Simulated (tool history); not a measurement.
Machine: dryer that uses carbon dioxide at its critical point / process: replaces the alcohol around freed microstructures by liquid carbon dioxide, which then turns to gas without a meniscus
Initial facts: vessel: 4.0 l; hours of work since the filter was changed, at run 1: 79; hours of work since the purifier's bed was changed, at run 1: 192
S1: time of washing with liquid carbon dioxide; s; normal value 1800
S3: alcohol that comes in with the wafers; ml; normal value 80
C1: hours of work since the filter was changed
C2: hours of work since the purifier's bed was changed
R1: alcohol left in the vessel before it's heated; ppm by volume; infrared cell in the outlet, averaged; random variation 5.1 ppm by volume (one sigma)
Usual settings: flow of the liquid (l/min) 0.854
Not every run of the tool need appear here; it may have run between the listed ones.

{"run": 1, "day": 0.0, "S1": 1800, "flow of the liquid (l/min)": 0.854, "S3": 80, "C1": 79, "C2": 192, "R1": 134}
{"run": 2, "day": 1.429, "S1": 1800, "flow of the liquid (l/min)": 0.854, "S3": 80, "C1": 105, "C2": 219, "R1": 135}
{"run": 3, "day": 2.858, "S1": 1800, "flow of the liquid (l/min)": 0.854, "S3": 80, "C1": 132, "C2": 246, "R1": 160}
{"run": 4, "day": 5.042, "S1": 1800, "flow of the liquid (l/min)": 0.854, "S3": 80, "C1": 173, "C2": 286, "R1": 177}
{"run": 5, "day": 5.946, "S1": 1800, "flow of the liquid (l/min)": 0.854, "S3": 80, "C1": 190, "C2": 303, "R1": 186}
{"run": 6, "day": 7.267, "S1": 1800, "flow of the liquid (l/min)": 0.854, "S3": 22, "C1": 214, "C2": 328, "R1": 95}
{"run": 7, "day": 9.171, "S1": 1800, "flow of the liquid (l/min)": 0.854, "S3": 80, "C1": 250, "C2": 363, "R1": 236}
{"day": 10.15, "done": "inlet filter changed"}
{"run": 8, "day": 10.15, "S1": 1800, "flow of the liquid (l/min)": 0.854, "S3": 90, "C1": 0, "C2": 381, "R1": 152}
{"run": 9, "day": 11.983, "S1": 1800, "flow of the liquid (l/min)": 0.854, "S3": 90, "C1": 34, "C2": 415, "R1": 159}
{"run": 10, "day": 13.821, "S1": 1800, "flow of the liquid (l/min)": 0.854, "S3": 90, "C1": 68, "C2": 449, "R1": 164}
{"run": 11, "day": 15.725, "S1": 2460, "flow of the liquid (l/min)": 0.84, "S3": 80, "C1": 104, "C2": 485, "R1": 87}
{"run": 12, "day": 16.617, "S1": 2460, "flow of the liquid (l/min)": 0.84, "S3": 80, "C1": 121, "C2": 501, "R1": 90}
{"day": 17.567, "done": "purifier's bed changed"}
{"run": 13, "day": 18.488, "S1": 1740, "flow of the liquid (l/min)": 1.057, "S3": 80, "C1": 153, "C2": 17, "R1": 50}

Expected results for the next run?
{"run": 14, "day": 19.812, "S1": 1740, "flow of the liquid (l/min)": 1.057, "S3": 80, "C1": 178, "C2": 42, "R1": "?"}

{"run 14": {"R1": 64}}
If the tool had no hidden condition, the same run with the same run-to-run variation would have returned R1 32 ppm by volume.
